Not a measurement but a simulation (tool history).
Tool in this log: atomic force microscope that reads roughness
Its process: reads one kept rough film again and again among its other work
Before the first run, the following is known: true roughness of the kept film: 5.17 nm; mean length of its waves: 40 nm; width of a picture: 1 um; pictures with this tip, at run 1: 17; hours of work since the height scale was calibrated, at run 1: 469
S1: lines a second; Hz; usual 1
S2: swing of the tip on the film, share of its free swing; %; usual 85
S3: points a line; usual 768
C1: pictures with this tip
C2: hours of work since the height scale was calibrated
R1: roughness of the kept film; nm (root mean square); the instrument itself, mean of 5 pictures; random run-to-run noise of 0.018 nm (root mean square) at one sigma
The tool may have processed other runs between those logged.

Run 1, hour 0: usual settings; C1 17; C2 469. Result: R1 4.182 nm (root mean square).
Run 2, hour 26.5: usual settings but S2 78 %; C1 37; C2 480. Result: R1 4.187 nm (root mean square).
Run 3, hour 56.1: usual settings; C1 59; C2 493. Result: R1 3.94 nm (root mean square).
Run 4, hour 84.7: usual settings but S2 66 %; C1 80; C2 505. Result: R1 4.047 nm (root mean square).
Run 5, hour 99.4: usual settings but S2 66 %; C1 91; C2 512. Result: R1 3.989 nm (root mean square).
Run 6, hour 122.9: usual settings but S3 810; C1 109; C2 522. Result: R1 3.645 nm (root mean square).
At hour 125.9: new tip fitted.
Run 7, hour 152.8: usual settings but S3 810; C1 20; C2 534. Result: R1 4.152 nm (root mean square).
Run 8, hour 174.6: usual settings but S2 70 %, S3 810; C1 36; C2 544. Result: R1 4.348 nm (root mean square).
Run 9, hour 203.9: usual settings but S2 70 %, S3 810; C1 58; C2 556. Result: R1 4.177 nm (root mean square).
Run 10, hour 216.8: usual settings but S2 70 %, S3 810; C1 68; C2 562. Result: R1 4.091 nm (root mean square).
Run 11, hour 231.9: usual settings but S2 70 %, S3 810; C1 79; C2 569. Result: R1 4.023 nm (root mean square).
Run 12, hour 251.5: usual settings but S2 55 %; C1 94; C2 577. Result: R1 4.053 nm (root mean square).
Run 13, hour 271: usual settings but S2 55 %; C1 108; C2 585. Result: R1 3.949 nm (root mean square).
At hour 274.5: new tip fitted.
Run 14, hour 285.4: usual settings but S2 55 %; C1 8; C2 591. Result: R1 4.668 nm (root mean square).
Run 15, hour 298.5: usual settings but S2 55 %; C1 18; C2 597. Result: R1 4.587 nm (root mean square).
Run 16, hour 319.4: usual settings but S1 2.87 Hz, S2 69 %, S3 957; C1 33; C2 606. Result: R1 3.994 nm (root mean square).
Run 17, hour 334.4: usual settings but S1 2.23 Hz, S2 84 %, S3 350; C1 45; C2 612. Result: R1 3.563 nm (root mean square).
Run 18, hour 361.5: usual settings but S1 3.71 Hz, S2 58 %; C1 65; C2 624. Result: R1 3.973 nm (root mean square).
Run 19, hour 387.5: usual settings but S1 0.55 Hz, S2 58 %, S3 325; C1 84; C2 635. Result: R1 4.124 nm (root mean square).
At hour 390.1: height scale calibrated on a step standard.
Run 20, hour 413.8: usual settings but S1 0.55 Hz, S2 58 %, S3 325; C1 103; C2 10. Result: R1 4.024 nm (root mean square).
At hour 425.4: new tip fitted.
Run 21, hour 434.2: usual settings but S1 0.55 Hz, S2 58 %, S3 325; C1 6; C2 19. Result: R1 4.747 nm (root mean square).
Run 22, hour 454.4: usual settings but S1 1.47 Hz, S2 56 %, S3 556; C1 21; C2 27. Result: R1 4.577 nm (root mean square).
Run 23, hour 468.9: usual settings but S3 344; C1 32; C2 34. Result: R1 4.115 nm (root mean square).
Run 24, hour 487.6: usual settings but S1 1.42 Hz, S2 64 %, S3 258; C1 46; C2 42. Result: R1 4.263 nm (root mean square).
Run 25, hour 505.8: usual settings but S1 0.81 Hz, S2 71 %, S3 302; C1 60; C2 50. Result: R1 4.172 nm (root mean square).
Run 26, hour 529: usual settings but S1 3.67 Hz, S2 73 %, S3 358; C1 77; C2 60. Result: R1 3.471 nm (root mean square).

The next listed run, before its measurement:
At hour 543.1: height scale calibrated on a step standard, once more.
Run 27, hour 552.2: usual settings; C1 94; C2 4. Result: R1 ?.

For run 27 the tool returned R1 3.742 nm (root mean square).
If the tool had no hidden condition, the same run with the same run-to-run variation would have returned R1 4.363 nm (root mean square).

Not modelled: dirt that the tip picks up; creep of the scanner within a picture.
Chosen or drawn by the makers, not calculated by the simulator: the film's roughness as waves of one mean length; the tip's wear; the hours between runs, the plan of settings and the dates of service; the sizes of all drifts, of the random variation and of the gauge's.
